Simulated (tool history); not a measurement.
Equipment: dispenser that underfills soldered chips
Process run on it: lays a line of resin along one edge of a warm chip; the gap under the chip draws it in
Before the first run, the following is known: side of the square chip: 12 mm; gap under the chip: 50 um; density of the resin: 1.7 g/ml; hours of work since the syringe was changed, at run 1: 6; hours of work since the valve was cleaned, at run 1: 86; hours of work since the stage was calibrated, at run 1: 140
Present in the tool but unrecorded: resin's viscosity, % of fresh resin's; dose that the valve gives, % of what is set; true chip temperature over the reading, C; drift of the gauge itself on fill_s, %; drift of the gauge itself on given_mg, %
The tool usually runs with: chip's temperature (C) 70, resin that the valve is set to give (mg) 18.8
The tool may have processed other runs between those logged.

run   hour  chip's temperature (C)  resin that the valve is set to give (mg)  hours of work since the syringe was changed  hours of work since the valve was cleaned  hours of work since the stage was calibrated  time until the resin shows at the far edge (s)  resin that the valve gave (mg)
  1    0.0                      70                                      18.8                                            6                                         86                                           140                                           119.6                           17.36
       1.6  -- new syringe of resin
  2    7.5                      70                                      18.8                                            4                                         92                                           146                                           114.6                           17.34
      10.3  -- new syringe of resin
  3   14.1                      70                                      18.8                                            3                                         97                                           151                                           106.5                           17.25
      18.9  -- new syringe of resin
  4   19.5                      70                                      18.8                                            0                                        101                                           154                                            93.8                           17.18
  5   23.0                      70                                      18.8                                            3                                        103                                           157                                           105.9                           17.26
      27.4  -- new syringe of resin
  6   31.5                      70                                      18.8                                            3                                        110                                           164                                           109.6                           17.15
      35.9  -- new syringe of resin
  7   37.2                      70                                      18.8                                            1                                        114                                           168                                            97.2                           16.98
  8   43.7                      70                                      18.8                                            6                                        119                                           173                                           121.4                           16.93
      44.4  -- new syringe of resin
  9   49.9                      70                                      18.8                                            4                                        123                                           177                                           116.1                           16.74
      53.3  -- new syringe of resin
 10   55.8                      70                                      18.8                                            2                                        128                                           181                                           101.3                           16.82
      62.0  -- dispensing valve cleaned and set on the balance
      63.1  -- new syringe of resin
 11   64.8                      70                                      18.8                                            1                                          2                                           187                                            94.3                           18.56
 12   70.6                      63                                      19.3                                            6                                          6                                           192                                           171.6                           19.05
      71.8  -- new syringe of resin
 13   77.1                      63                                      19.3                                            4                                         11                                           197                                           157.2                           19.17
      80.9  -- new syringe of resin
 14   86.0                      63                                      19.3                                            4                                         18                                           203                                           158.3                           18.96
      90.0  -- new syringe of resin
 15   91.4                      69                                      22.3                                            1                                         22                                           207                                            96.6                           21.95
 16   96.9                      69                                      22.3                                            5                                         26                                           211                                           118.4                           21.86
      98.8  -- new syringe of resin
 17  102.8                      67                                      22.0                                            3                                         30                                           216                                           120.4                           21.40
     107.6  -- new syringe of resin
 18  108.9                      55                                      16.2                                            1                                         35                                           220                                           223.8                           15.62
 19  112.5                      70                                      22.9                                            4                                         37                                           223                                           106.8                           22.16
     116.0  -- new syringe of resin
 20  121.1                      70                                      16.3                                            4                                         44                                           229                                           114.2                           15.65
     124.8  -- new syringe of resin
 21  128.9                      70                                      16.3                                            3                                         49                                           235                                           111.9                           15.52

3 ways to go on from here, each from the tool as it stands after run 21. What would each give?
     133.3  -- new syringe of resin
  A  133.8                      65                                      22.8                                            0                                         53                                           238                                               ?                               ?
     133.3  -- new syringe of resin
  B  133.8                      64                                      16.6                                            0                                         53                                           238                                               ?                               ?
     133.3  -- new syringe of resin
  C  133.8                      69                                      23.3                                            0                                         53                                           238                                               ?                               ?

run  time until the resin shows at the far edge (s)  resin that the valve gave (mg)
  A                                           116.7                           21.62
  B                                           130.2                           15.73
  C                                            96.6                           21.92
Stripped of hidden state, with their random variation kept, the same runs would have yielded:
run  time until the resin shows at the far edge (s)  resin that the valve gave (mg)
  A                                           123.2                           22.70
  B                                           136.0                           16.52
  C                                           101.8                           23.02
